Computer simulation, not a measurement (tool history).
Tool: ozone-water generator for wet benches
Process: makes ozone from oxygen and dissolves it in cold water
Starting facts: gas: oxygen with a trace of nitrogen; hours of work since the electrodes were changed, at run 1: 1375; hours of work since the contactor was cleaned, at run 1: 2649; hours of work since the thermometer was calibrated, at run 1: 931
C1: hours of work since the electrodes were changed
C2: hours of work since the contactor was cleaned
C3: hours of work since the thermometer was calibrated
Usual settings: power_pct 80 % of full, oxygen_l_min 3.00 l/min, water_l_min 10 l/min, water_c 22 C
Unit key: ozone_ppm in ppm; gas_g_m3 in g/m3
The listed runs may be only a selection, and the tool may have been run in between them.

{"run": 1, "day": 0.0, "power_pct": 80, "oxygen_l_min": 3.0, "water_l_min": 10, "water_c": 22, "C1": 1375, "C2": 2649, "C3": 931, "ozone_ppm": 14.7, "gas_g_m3": 168.1}
{"run": 2, "day": 2.529, "power_pct": 80, "oxygen_l_min": 3.0, "water_l_min": 10, "water_c": 22, "C1": 1428, "C2": 2702, "C3": 984, "ozone_ppm": 14.7, "gas_g_m3": 168.2}
{"run": 3, "day": 4.675, "power_pct": 80, "oxygen_l_min": 3.0, "water_l_min": 10, "water_c": 22, "C1": 1473, "C2": 2747, "C3": 1029, "ozone_ppm": 14.5, "gas_g_m3": 168.4}
{"run": 4, "day": 6.829, "power_pct": 80, "oxygen_l_min": 3.0, "water_l_min": 10, "water_c": 22, "C1": 1518, "C2": 2792, "C3": 1075, "ozone_ppm": 14.4, "gas_g_m3": 166.2}
{"run": 5, "day": 8.208, "power_pct": 88, "oxygen_l_min": 3.0, "water_l_min": 10, "water_c": 22, "C1": 1547, "C2": 2821, "C3": 1104, "ozone_ppm": 15.5, "gas_g_m3": 176.9}
{"run": 6, "day": 10.112, "power_pct": 88, "oxygen_l_min": 3.0, "water_l_min": 15, "water_c": 22, "C1": 1587, "C2": 2861, "C3": 1144, "ozone_ppm": 11.1, "gas_g_m3": 175.3}
{"run": 7, "day": 12.296, "power_pct": 88, "oxygen_l_min": 3.0, "water_l_min": 15, "water_c": 22, "C1": 1633, "C2": 2907, "C3": 1189, "ozone_ppm": 10.6, "gas_g_m3": 177.6}
{"run": 8, "day": 13.504, "power_pct": 80, "oxygen_l_min": 3.0, "water_l_min": 7, "water_c": 22, "C1": 1658, "C2": 2932, "C3": 1215, "ozone_ppm": 18.1, "gas_g_m3": 166.3}
{"run": 9, "day": 15.229, "power_pct": 80, "oxygen_l_min": 3.0, "water_l_min": 7, "water_c": 22, "C1": 1694, "C2": 2969, "C3": 1251, "ozone_ppm": 18.5, "gas_g_m3": 164.7}
{"run": 10, "day": 16.75, "power_pct": 80, "oxygen_l_min": 3.0, "water_l_min": 7, "water_c": 22, "C1": 1726, "C2": 3001, "C3": 1283, "ozone_ppm": 18.5, "gas_g_m3": 163.2}
{"run": 11, "day": 18.55, "power_pct": 77, "oxygen_l_min": 3.0, "water_l_min": 10, "water_c": 22, "C1": 1764, "C2": 3038, "C3": 1321, "ozone_ppm": 14.0, "gas_g_m3": 162.2}
{"run": 12, "day": 19.983, "power_pct": 77, "oxygen_l_min": 1.66, "water_l_min": 9, "water_c": 22, "C1": 1794, "C2": 3068, "C3": 1351, "ozone_ppm": 13.2, "gas_g_m3": 193.1}
{"run": 13, "day": 21.0, "power_pct": 78, "oxygen_l_min": 2.65, "water_l_min": 9, "water_c": 16, "C1": 1816, "C2": 3090, "C3": 1372, "ozone_ppm": 16.1, "gas_g_m3": 167.3}
{"run": 14, "day": 22.8, "power_pct": 89, "oxygen_l_min": 5.38, "water_l_min": 10, "water_c": 16, "C1": 1853, "C2": 3128, "C3": 1410, "ozone_ppm": 17.8, "gas_g_m3": 145.8}
{"run": 15, "day": 24.629, "power_pct": 80, "oxygen_l_min": 3.23, "water_l_min": 14, "water_c": 22, "C1": 1892, "C2": 3166, "C3": 1448, "ozone_ppm": 10.9, "gas_g_m3": 161.5}
{"run": 16, "day": 26.958, "power_pct": 86, "oxygen_l_min": 2.18, "water_l_min": 8, "water_c": 15, "C1": 1941, "C2": 3215, "C3": 1497, "ozone_ppm": 18.1, "gas_g_m3": 188.4}
{"run": 17, "day": 28.658, "power_pct": 46, "oxygen_l_min": 3.0, "water_l_min": 10, "water_c": 27, "C1": 1976, "C2": 3251, "C3": 1533, "ozone_ppm": 9.3, "gas_g_m3": 116.5}
{"run": 18, "day": 30.733, "power_pct": 46, "oxygen_l_min": 3.0, "water_l_min": 10, "water_c": 23, "C1": 2020, "C2": 3294, "C3": 1577, "ozone_ppm": 9.9, "gas_g_m3": 116.2}
{"run": 19, "day": 31.892, "power_pct": 80, "oxygen_l_min": 3.47, "water_l_min": 10, "water_c": 22, "C1": 2044, "C2": 3319, "C3": 1601, "ozone_ppm": 14.2, "gas_g_m3": 156.7}
{"run": 20, "day": 34.092, "power_pct": 80, "oxygen_l_min": 3.47, "water_l_min": 10, "water_c": 22, "C1": 2091, "C2": 3365, "C3": 1647, "ozone_ppm": 14.2, "gas_g_m3": 153.8}
{"run": 21, "day": 36.138, "power_pct": 58, "oxygen_l_min": 3.0, "water_l_min": 10, "water_c": 15, "C1": 2133, "C2": 3408, "C3": 1690, "ozone_ppm": 13.0, "gas_g_m3": 132.6}
{"run": 22, "day": 38.175, "power_pct": 80, "oxygen_l_min": 2.03, "water_l_min": 14, "water_c": 22, "C1": 2176, "C2": 3450, "C3": 1733, "ozone_ppm": 9.4, "gas_g_m3": 182.1}

Measured less the same run without the tool's hidden state. The same run-to-run variation is in both; the gauge's scatter may not be:
The hidden state here: yield of the discharge, % of new electrodes'; contactor's efficiency, % of a clean one's; true water temperature over the reading, C; drift of the gauge itself on ozone_ppm, %; drift of the gauge itself on gas_g_m3, %.
run=1 ozone_ppm=-1.5 gas_g_m3=-8.6
run=2 ozone_ppm=-1.6 gas_g_m3=-9.1
run=3 ozone_ppm=-1.6 gas_g_m3=-9.4
run=4 ozone_ppm=-1.7 gas_g_m3=-9.8
run=5 ozone_ppm=-1.9 gas_g_m3=-11.1
run=6 ozone_ppm=-1.5 gas_g_m3=-11.5
run=7 ozone_ppm=-1.5 gas_g_m3=-12.0
run=8 ozone_ppm=-2.3 gas_g_m3=-10.8
run=9 ozone_ppm=-2.3 gas_g_m3=-11.1
run=10 ozone_ppm=-2.4 gas_g_m3=-11.3
run=11 ozone_ppm=-1.9 gas_g_m3=-11.2
run=12 ozone_ppm=-1.8 gas_g_m3=-13.7
run=13 ozone_ppm=-2.3 gas_g_m3=-12.3
run=14 ozone_ppm=-2.7 gas_g_m3=-11.7
run=15 ozone_ppm=-1.7 gas_g_m3=-12.6
run=16 ozone_ppm=-2.7 gas_g_m3=-15.9
run=17 ozone_ppm=-1.1 gas_g_m3=-6.4
run=18 ozone_ppm=-1.2 gas_g_m3=-6.6
run=19 ozone_ppm=-2.3 gas_g_m3=-13.5
run=20 ozone_ppm=-2.4 gas_g_m3=-13.6
run=21 ozone_ppm=-1.9 gas_g_m3=-9.8
run=22 ozone_ppm=-1.6 gas_g_m3=-17.0
